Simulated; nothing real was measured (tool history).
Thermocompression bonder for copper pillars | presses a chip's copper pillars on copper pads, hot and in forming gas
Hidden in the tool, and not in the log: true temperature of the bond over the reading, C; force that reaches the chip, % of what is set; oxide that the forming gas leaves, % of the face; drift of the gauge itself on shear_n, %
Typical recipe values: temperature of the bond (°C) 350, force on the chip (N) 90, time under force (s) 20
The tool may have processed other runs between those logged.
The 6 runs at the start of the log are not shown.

run,hour,temperature of the bond (°C),force on the chip (N),time under force (s),hours of work since the heater was calibrated,hours of work since the force cell was calibrated,hours of work since the gas filter was changed,force that shears a chip off (N)
7,72.4,350,110,20,500,328,151,68.4
8,89.8,350,110,20,510,338,161,67.3
9,99.2,343,110,20,516,344,167,63
10,109.7,343,110,20,522,350,173,64
11,120.6,343,110,20,528,356,179,64.1
12,137.7,343,110,20,538,366,189,63.7
13,156.4,343,110,20,549,377,200,63.8
14,166.2,350,90,20,555,383,206,56.1
15,185,350,90,20,566,394,217,56.7
16,196.3,350,90,20,572,400,223,55.7
17,205,350,90,20,577,405,228,55.6
18,217.2,349,90,20,584,413,235,55.4
19,227,349,90,20,590,418,241,56.9
20,244.1,349,90,20,600,428,251,57.6
21,252.9,349,90,20,605,433,256,55.7
22,268.9,349,90,20,615,443,265,56.4
23,280.1,340,90,53,621,449,272,74.9
24,290.5,355,62,36,627,455,278,53.8

Predict the results of run 25:
# hour 298.1: forming gas filter changed
25,308.7,380,67,10,637,466,6,?

{"run 25": {"force that shears a chip off (N)": 45.6}}
On a tool with no hidden condition, and with the same random variation, this run would have come out at force that shears a chip off (N) 44.7.
